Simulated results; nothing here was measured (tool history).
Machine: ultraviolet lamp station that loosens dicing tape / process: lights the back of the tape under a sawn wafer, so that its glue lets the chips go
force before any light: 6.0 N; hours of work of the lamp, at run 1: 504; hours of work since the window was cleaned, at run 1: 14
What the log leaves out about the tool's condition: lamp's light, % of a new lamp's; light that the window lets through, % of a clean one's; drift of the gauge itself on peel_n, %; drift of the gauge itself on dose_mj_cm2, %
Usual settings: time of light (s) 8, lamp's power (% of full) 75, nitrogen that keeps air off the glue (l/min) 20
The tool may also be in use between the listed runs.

| run | hour | time of light (s) | lamp's power (% of full) | nitrogen that keeps air off the glue (l/min) | hours of work of the lamp | hours of work since the window was cleaned | force that peels the tape off (N) | light that reached the tape (J/m2) |
|---|---|---|---|---|---|---|---|---|
| 1 | 0.0 | 8 | 75 | 20 | 504 | 14 | 0.904 | 4150 |
| 2 | 36.5 | 8 | 75 | 20 | 520 | 30 | 0.914 | 4150 |
| 3 | 80.8 | 8 | 75 | 20 | 540 | 50 | 0.927 | 4040 |
| 4 | 151.6 | 8 | 75 | 20 | 571 | 81 | 0.898 | 4040 |
| 5 | 214.7 | 8 | 75 | 20 | 599 | 109 | 0.968 | 4000 |
| 6 | 294.8 | 8 | 75 | 6 | 635 | 145 | 1.836 | 3960 |
| 7 | 374.1 | 7 | 75 | 20 | 671 | 181 | 1.242 | 3360 |
|  | 393.5 | lamp changed |
| 8 | 423.7 | 7 | 75 | 20 | 13 | 202 | 0.857 | 4130 |
| 9 | 504.8 | 12 | 75 | 20 | 50 | 238 | 0.313 | 7030 |
| 10 | 543.6 | 12 | 75 | 20 | 67 | 256 | 0.335 | 6970 |
| 11 | 624.5 | 8 | 75 | 20 | 103 | 292 | 0.742 | 4560 |
| 12 | 660.2 | 8 | 75 | 20 | 119 | 308 | 0.758 | 4530 |
| 13 | 740.4 | 8 | 75 | 20 | 155 | 344 | 0.777 | 4430 |
| 14 | 780.8 | 8 | 75 | 20 | 173 | 362 | 0.799 | 4420 |
| 15 | 843.8 | 8 | 75 | 20 | 201 | 390 | 0.794 | 4380 |
| 16 | 883.2 | 8 | 75 | 20 | 219 | 407 | 0.841 | 4370 |
| 17 | 932.5 | 8 | 75 | 20 | 240 | 429 | 0.861 | 4290 |
|  | 962.6 | window cleaned of glue's vapour |
| 18 | 986.2 | 8 | 75 | 20 | 264 | 11 | 0.785 | 4430 |
| 19 | 1021.6 | 6 | 75 | 20 | 280 | 26 | 1.292 | 3280 |
| 20 | 1106.2 | 6 | 75 | 20 | 318 | 64 | 1.322 | 3290 |
| 21 | 1143.1 | 8 | 75 | 13 | 334 | 81 | 1.082 | 4330 |
| 22 | 1187.8 | 8 | 66 | 13 | 354 | 101 | 1.367 | 3800 |
| 23 | 1269.5 | 7 | 61 | 35 | 391 | 137 | 1.147 | 2960 |
| 24 | 1329.1 | 7 | 75 | 20 | 417 | 164 | 1.122 | 3640 |
| 25 | 1376.2 | 4 | 89 | 6 | 438 | 185 | 2.875 | 2400 |
| 26 | 1441.5 | 4 | 89 | 6 | 467 | 214 | 2.958 | 2380 |
| 27 | 1496.0 | 6 | 99 | 24 | 492 | 238 | 0.883 | 3960 |
| 28 | 1552.9 | 6 | 99 | 24 | 517 | 263 | 0.902 | 3940 |
| 29 | 1610.1 | 6 | 99 | 24 | 543 | 289 | 0.898 | 3860 |
| 30 | 1648.3 | 6 | 99 | 24 | 560 | 306 | 0.899 | 3850 |
| 31 | 1712.3 | 6 | 99 | 24 | 588 | 334 | 0.900 | 3760 |
| 32 | 1767.4 | 11 | 97 | 20 | 613 | 359 | 0.348 | 6650 |
| 33 | 1837.9 | 11 | 97 | 20 | 644 | 391 | 0.354 | 6600 |
|  | 1917.2 | lamp changed |
| 34 | 1922.7 | 11 | 97 | 20 | 2 | 428 | 0.237 | 8310 |
|  | 1958.9 | window cleaned of glue's vapour |
| 35 | 1980.9 | 5 | 66 | 20 | 28 | 10 | 1.670 | 2670 |
| 36 | 2064.7 | 5 | 66 | 20 | 66 | 47 | 1.739 | 2630 |
| 37 | 2140.8 | 5 | 66 | 20 | 100 | 81 | 1.786 | 2600 |
| 38 | 2177.3 | 5 | 66 | 20 | 116 | 97 | 1.764 | 2570 |
| 39 | 2244.1 | 5 | 66 | 20 | 146 | 127 | 1.782 | 2550 |
| 40 | 2303.7 | 10 | 75 | 20 | 172 | 154 | 0.490 | 5790 |
| 41 | 2341.1 | 5 | 76 | 20 | 189 | 171 | 1.530 | 2870 |
| 42 | 2429.2 | 5 | 76 | 20 | 228 | 210 | 1.576 | 2840 |

Below, some changes in force that peels the tape off (N) between adjacent runs. For each, the amount present without the hidden state too (settings, incoming material, random variation) and the amount remaining for the hidden state with gauge scatter not shared by both compared results:
Run 5 -> 6: nitrogen that keeps air off the glue (l/min) 20 -> 6. force that peels the tape off (N) +0.868: hidden state +0.157, all else +0.711.
Run 7 -> 8: lamp changed. force that peels the tape off (N) -0.385: hidden state -0.361, all else -0.024.
Run 24 -> 25: time of light (s) 7 -> 4, lamp's power (% of full) 75 -> 89, nitrogen that keeps air off the glue (l/min) 20 -> 6. force that peels the tape off (N) +1.753: hidden state +0.106, all else +1.647.
Run 26 -> 27: time of light (s) 4 -> 6, lamp's power (% of full) 89 -> 99, nitrogen that keeps air off the glue (l/min) 6 -> 24. force that peels the tape off (N) -2.075: hidden state -0.150, all else -1.925.
Run 31 -> 32: time of light (s) 6 -> 11, lamp's power (% of full) 99 -> 97, nitrogen that keeps air off the glue (l/min) 24 -> 20. force that peels the tape off (N) -0.552: hidden state -0.215, all else -0.337.
Run 34 -> 35: time of light (s) 11 -> 5, lamp's power (% of full) 97 -> 66, window cleaned of glue's vapour. force that peels the tape off (N) +1.433: hidden state +0.026, all else +1.407.
